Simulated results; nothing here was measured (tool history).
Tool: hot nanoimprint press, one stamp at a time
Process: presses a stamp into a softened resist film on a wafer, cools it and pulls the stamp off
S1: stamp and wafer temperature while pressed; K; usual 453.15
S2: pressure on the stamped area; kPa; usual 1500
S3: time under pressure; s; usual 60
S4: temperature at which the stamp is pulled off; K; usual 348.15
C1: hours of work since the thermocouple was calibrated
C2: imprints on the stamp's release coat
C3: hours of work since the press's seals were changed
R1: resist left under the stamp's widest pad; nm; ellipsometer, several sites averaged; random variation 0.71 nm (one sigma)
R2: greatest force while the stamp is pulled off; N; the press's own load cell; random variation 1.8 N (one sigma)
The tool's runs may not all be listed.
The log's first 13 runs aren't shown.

run,hour,S1,S2,S3,S4,C1,C2,C3,R1,R2
14,170.9,453.15,1500,30,348.15,332,456,304,168.3,190
15,187.8,453.15,1500,60,348.15,340,484,312,137.1,193
16,204.7,458.15,1450,70,338.15,349,512,321,104.2,237
17,221.4,458.15,1450,70,338.15,357,539,329,103.7,234
18,231.9,458.15,1030,70,338.15,363,557,334,121.5,233
19,241.8,458.15,1030,70,350.15,367,573,339,123.3,185
20,252.2,458.15,1030,70,350.15,373,590,344,121.2,186
21,267.7,458.15,1030,70,350.15,380,616,352,122.4,185
22,279.8,453.15,1500,60,352.15,386,636,358,136.2,175
23,295.8,447.15,1500,60,336.15,395,663,366,174.8,244
24,311.6,447.15,980,34,345.15,402,689,374,212.2,206
25,325.8,447.15,980,34,345.15,410,712,381,212.9,206

Run 26 comes next. What will it give?
26,334,458.15,1240,46,348.15,414,726,385,?,?

Run 26 gave R1 128.2 nm, R2 188 N.
Without the tool's hidden state the same run would have given R1 132.3 nm, R2 187 N.

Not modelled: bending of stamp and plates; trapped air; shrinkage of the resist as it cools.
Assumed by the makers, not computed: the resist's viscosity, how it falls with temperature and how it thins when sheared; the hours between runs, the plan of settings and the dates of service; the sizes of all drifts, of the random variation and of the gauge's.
